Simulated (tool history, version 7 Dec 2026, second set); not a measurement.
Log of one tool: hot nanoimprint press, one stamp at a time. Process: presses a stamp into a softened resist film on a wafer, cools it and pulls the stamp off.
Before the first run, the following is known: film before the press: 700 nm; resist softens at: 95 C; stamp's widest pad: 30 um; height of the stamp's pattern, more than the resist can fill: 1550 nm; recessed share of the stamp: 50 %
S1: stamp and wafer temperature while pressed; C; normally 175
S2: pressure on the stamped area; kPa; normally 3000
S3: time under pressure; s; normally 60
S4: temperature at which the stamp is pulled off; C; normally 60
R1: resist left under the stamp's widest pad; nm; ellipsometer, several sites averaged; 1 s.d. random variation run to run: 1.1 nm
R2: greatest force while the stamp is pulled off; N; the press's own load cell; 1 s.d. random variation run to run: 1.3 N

run	hour	S1	S2	S3	S4	R1	R2
1	0	175	3000	60	60	365.7	219
# hour 22.8: stamp cleaned and given a new release coat
2	29.6	175	3000	35	60	440.2	220
# hour 43.2: plate thermocouple calibrated
3	63	175	3000	35	60	441.3	219
4	88.9	175	3000	35	60	438.6	217
5	113.7	175	3000	35	60	443.6	219
6	148	175	3000	35	60	441.2	220
7	173.7	175	3000	35	60	439.5	219
8	203.9	175	2160	60	60	416.1	220
9	237.7	175	3000	60	60	368.9	217
10	265.7	175	3000	60	60	370.5	220
11	286.2	175	3000	60	52	371.1	232
12	309.3	175	3000	60	52	372	233
# hour 327.9: stamp cleaned and given a new release coat
13	330.5	179	3000	60	52	336.8	231
14	353.9	179	3000	60	52	338.7	232
15	382.5	179	3000	60	52	337.7	231
16	409.8	173	2260	37	60	489.5	221
17	435.3	175	4790	103	51	246.4	234
18	453.1	175	4790	86	51	264.8	235
19	479.7	181	4790	113	51	201.3	235
20	504.1	173	3130	60	60	385.1	217
21	530.1	186	3730	60	65	262.8	212
22	556.7	172	4160	60	61	352.4	216
23	578.9	164	4160	34	61	502.5	217
24	593.2	164	4160	34	61	503.8	217
25	618.5	170	1860	34	61	552.9	216
# hour 629.6: stamp cleaned and given a new release coat
26	653.1	170	1860	34	61	550.5	218
27	678	170	1860	34	61	553.4	220
28	702.9	168	2510	44	61	503.2	219
29	723.9	167	3000	63	62	441.1	215

Predict each of these 5 candidate next runs independently; none follows another, all start after run 29:
# hour 732.9: gauge calibrated
A	748.9	186	2880	40	62	?	?
# hour 732.9: gauge calibrated
B	748.9	174	3000	34	45	?	?
# hour 732.9: gauge calibrated
C	748.9	165	3000	60	60	?	?
# hour 732.9: gauge calibrated
D	748.9	167	2790	63	62	?	?
# hour 732.9: gauge calibrated
E	748.9	167	3000	34	47	?	?

run	R1	R2
A	340.4	216
B	454.8	245
C	459.8	220
D	444.5	213
E	514.4	245
What these runs would have given with no unlogged condition in the tool:
run	R1	R2
A	340.1	216
B	454.4	245
C	459.4	220
D	444.1	213
E	514	244

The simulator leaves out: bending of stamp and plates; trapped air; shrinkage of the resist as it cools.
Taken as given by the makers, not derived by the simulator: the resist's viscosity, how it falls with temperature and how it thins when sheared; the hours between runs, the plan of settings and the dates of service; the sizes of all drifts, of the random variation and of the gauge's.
